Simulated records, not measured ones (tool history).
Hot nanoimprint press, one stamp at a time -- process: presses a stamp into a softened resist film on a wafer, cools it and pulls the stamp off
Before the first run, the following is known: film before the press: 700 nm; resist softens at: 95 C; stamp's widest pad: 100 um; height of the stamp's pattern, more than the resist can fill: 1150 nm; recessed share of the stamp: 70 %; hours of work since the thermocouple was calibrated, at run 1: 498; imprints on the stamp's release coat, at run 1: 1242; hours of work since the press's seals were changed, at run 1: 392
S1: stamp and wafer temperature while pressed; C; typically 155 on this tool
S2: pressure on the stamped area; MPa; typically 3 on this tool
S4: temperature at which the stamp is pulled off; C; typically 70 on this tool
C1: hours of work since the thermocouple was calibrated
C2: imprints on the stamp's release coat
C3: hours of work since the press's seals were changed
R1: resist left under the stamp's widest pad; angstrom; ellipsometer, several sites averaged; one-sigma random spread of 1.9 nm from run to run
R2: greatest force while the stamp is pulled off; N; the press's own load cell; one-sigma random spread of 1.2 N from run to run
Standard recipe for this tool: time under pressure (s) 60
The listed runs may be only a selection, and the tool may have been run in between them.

Run 1, hour 0: usual settings; C1 498; C2 1242; C3 392. Result: R1 2771 angstrom, R2 99 N.
At hour 37.6: plate thermocouple calibrated.
At hour 54.6: stamp cleaned and given a new release coat.
Run 2, hour 55.8: usual settings; C1 6; C2 2; C3 417. Result: R1 3039 angstrom, R2 89 N.
Run 3, hour 100.1: usual settings but S2 4.7 MPa; C1 30; C2 92; C3 441. Result: R1 2509 angstrom, R2 90 N.
Run 4, hour 124.5: usual settings but S2 4.7 MPa; C1 43; C2 141; C3 454. Result: R1 2516 angstrom, R2 90 N.
Run 5, hour 171.9: usual settings but S2 4.7 MPa; C1 68; C2 238; C3 479. Result: R1 2505 angstrom, R2 94 N.
Run 6, hour 221.9: usual settings but S2 4.7 MPa; C1 94; C2 339; C3 505. Result: R1 2489 angstrom, R2 94 N.
Run 7, hour 251.2: usual settings but S2 4.7 MPa; C1 110; C2 399; C3 521. Result: R1 2495 angstrom, R2 95 N.
Run 8, hour 272.5: usual settings but S2 4.7 MPa; C1 121; C2 442; C3 532. Result: R1 2454 angstrom, R2 94 N.
Run 9, hour 317.2: usual settings but S2 4.7 MPa; C1 145; C2 532; C3 555. Result: R1 2478 angstrom, R2 97 N.
Run 10, hour 348.1: usual settings but S2 4.7 MPa; C1 161; C2 595; C3 572. Result: R1 2461 angstrom, R2 95 N.
Run 11, hour 395.3: usual settings but S2 4.7 MPa; C1 186; C2 691; C3 597. Result: R1 2454 angstrom, R2 100 N.
Run 12, hour 421.9: usual settings but S2 4.7 MPa; C1 200; C2 745; C3 611. Result: R1 2466 angstrom, R2 98 N.
At hour 478.6: press's hydraulic seals changed and the load cell set to zero.
Run 13, hour 478.6: usual settings but S2 4.7 MPa; C1 226; C2 844; C3 0. Result: R1 2339 angstrom, R2 98 N.
Run 14, hour 523.4: usual settings but S4 64 C; C1 249; C2 934; C3 24. Result: R1 2876 angstrom, R2 105 N.
Run 15, hour 565.2: usual settings but S4 76 C; C1 271; C2 1019; C3 46. Result: R1 2835 angstrom, R2 96 N.
Run 16, hour 598.5: usual settings but S1 145 C, S4 64 C; C1 289; C2 1087; C3 63. Result: R1 5023 angstrom, R2 105 N.
Run 17, hour 643: usual settings but S1 145 C, S4 64 C; C1 313; C2 1177; C3 87. Result: R1 4984 angstrom, R2 105 N.
Run 18, hour 685: usual settings but S1 145 C, S4 64 C; C1 335; C2 1262; C3 109. Result: R1 4965 angstrom, R2 108 N.
At hour 726: stamp cleaned and given a new release coat.
Run 19, hour 736: usual settings but S1 145 C, S4 64 C; C1 359; C2 21; C3 133. Result: R1 4958 angstrom, R2 93 N.
Run 20, hour 770.8: usual settings but S1 145 C, S4 64 C; C1 377; C2 91; C3 151. Result: R1 4967 angstrom, R2 95 N.
Run 21, hour 816: usual settings but S1 165 C, S2 4.18 MPa, time under pressure (s) 43; C1 401; C2 183; C3 175. Result: R1 1439 angstrom, R2 96 N.
Run 22, hour 853: usual settings but S1 152 C, S4 77 C; C1 420; C2 258; C3 195. Result: R1 3372 angstrom, R2 86 N.
Run 23, hour 876.5: usual settings but time under pressure (s) 50; C1 433; C2 306; C3 207. Result: R1 2999 angstrom, R2 89 N.
Run 24, hour 921.7: usual settings but time under pressure (s) 50; C1 457; C2 398; C3 231. Result: R1 3001 angstrom, R2 92 N.
Run 25, hour 957: usual settings but S1 165 C, S2 4.76 MPa, S4 77 C; C1 475; C2 469; C3 250. Result: R1 1148 angstrom, R2 89 N.
Run 26, hour 989.4: usual settings but S1 165 C, S2 4.76 MPa, S4 77 C; C1 492; C2 535; C3 267. Result: R1 1138 angstrom, R2 88 N.
Run 27, hour 1012.8: usual settings but S1 164 C, S2 2.63 MPa, S4 60 C; C1 505; C2 582; C3 279. Result: R1 1602 angstrom, R2 103 N.
At hour 1037.6: plate thermocouple calibrated.
Run 28, hour 1059.9: usual settings but S1 164 C, S2 2.63 MPa, time under pressure (s) 46, S4 60 C; C1 12; C2 672; C3 302. Result: R1 1994 angstrom, R2 106 N.
Run 29, hour 1087.4: usual settings but S1 162 C, S2 2.84 MPa, time under pressure (s) 51; C1 26; C2 728; C3 317. Result: R1 2111 angstrom, R2 94 N.
Run 30, hour 1110.7: usual settings but S2 2.24 MPa, time under pressure (s) 36; C1 39; C2 775; C3 329. Result: R1 4060 angstrom, R2 97 N.

What if the next run were any one of these 3? Each begins from the tool's condition after run 30:
Run A, hour 1159.3: usual settings but S2 2.24 MPa, time under pressure (s) 36, S4 63 C; C1 64; C2 873; C3 355. Result: R1 ?, R2 ?.
Run B, hour 1159.3: usual settings but S2 2.16 MPa, time under pressure (s) 87, S4 59 C; C1 64; C2 873; C3 355. Result: R1 ?, R2 ?.
Run C, hour 1159.3: usual settings but S2 2.79 MPa, time under pressure (s) 36; C1 64; C2 873; C3 355. Result: R1 ?, R2 ?.

run    R1   R2
  A  4003  106
  B  2949  106
  C  3745  100
With the hidden condition removed and each run's random variation left untouched, the same runs would have given:
run    R1  R2
  A  3995  97
  B  2942  96
  C  3731  91
